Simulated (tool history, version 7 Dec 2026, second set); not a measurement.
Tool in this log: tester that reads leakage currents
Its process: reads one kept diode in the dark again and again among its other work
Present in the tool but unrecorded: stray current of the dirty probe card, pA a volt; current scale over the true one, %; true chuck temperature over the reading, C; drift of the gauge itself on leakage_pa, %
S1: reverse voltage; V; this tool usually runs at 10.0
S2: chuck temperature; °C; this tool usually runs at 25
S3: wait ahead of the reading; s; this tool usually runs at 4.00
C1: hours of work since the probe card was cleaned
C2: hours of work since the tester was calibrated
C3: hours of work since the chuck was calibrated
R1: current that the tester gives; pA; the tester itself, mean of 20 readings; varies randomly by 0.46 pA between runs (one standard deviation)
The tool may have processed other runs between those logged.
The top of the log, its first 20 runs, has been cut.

run    hour    S1  S2    S3    C1   C2    C3       R1
     1572.3  -- tester calibrated
 21  1615.6   1.2  28  0.60  2298   18   903   110.87
 22  1705.4  18.5  29  1.88  2336   56   941   314.59
 23  1804.7   1.0  36  4.00  2378   98   983   195.50
 24  1904.9   1.0  36  4.00  2421  141  1026   197.57
 25  1990.6   3.5  44  4.00  2457  177  1062   547.91
 26  2081.0   3.5  44  4.00  2495  215  1100   549.90
 27  2135.5   3.5  60  0.32  2518  238  1123  1653.55
     2202.1  -- tester calibrated, once more
 28  2203.9   3.5  60  2.97  2546    1  1151  1619.85
 29  2251.3  10.0  28  0.61  2566   21  1171   236.91
 30  2295.7  19.5  40  2.08  2585   40  1190   735.29
 31  2397.5   9.6  49  0.96  2628   83  1233  1095.12
 32  2479.3   9.6  49  0.96  2663  117  1268  1100.38
 33  2531.1  10.0  32  0.96  2685  139  1290   324.23
 34  2597.8  10.0  32  0.96  2713  167  1318   326.59

Run 35 comes next. What will it give?
     2614.8  -- chuck's temperature calibrated
 35  2663.1  10.0  32  0.96  2740  194  20   ?

R1: 276.42 pA
Were there no unlogged condition in the tool, this run, its random variation unchanged, would have produced R1 270.37 pA.
